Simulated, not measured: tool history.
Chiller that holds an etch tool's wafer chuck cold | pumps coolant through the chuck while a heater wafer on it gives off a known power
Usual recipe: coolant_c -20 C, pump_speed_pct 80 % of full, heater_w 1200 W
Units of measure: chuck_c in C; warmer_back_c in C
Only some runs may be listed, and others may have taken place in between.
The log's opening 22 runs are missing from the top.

run	hour	coolant_c	pump_speed_pct	heater_w	chuck_c	warmer_back_c
23	486.4	-17	98	679	-12.1	1.62
24	512.6	-17	98	679	-12.2	1.66
25	534.9	-17	98	679	-12.3	1.63
26	567.3	-20	87	1047	-11.9	2.84
27	583.7	-14	80	886	-6.6	2.63
28	611.6	-13	87	1528	-1.2	4.21
29	640.9	-13	98	1528	-2.0	3.64
30	656.2	-13	98	1528	-2.1	3.68
31	684.5	-13	98	1528	-1.9	3.69

Forecast each of these 4 alternatives for the next run:
A	703.6	-18	98	690	?	?
B	703.6	-28	98	667	?	?
C	703.6	-29	80	1200	?	?
D	703.6	-20	98	1528	?	?

run	chuck_c	warmer_back_c
A	-13.0	1.64
B	-23.1	1.61
C	-19.1	3.67
D	-9.0	3.71
With no hidden state in the tool, these same runs would have given:
run	chuck_c	warmer_back_c
A	-13.2	1.58
B	-23.3	1.55
C	-19.5	3.53
D	-9.3	3.57
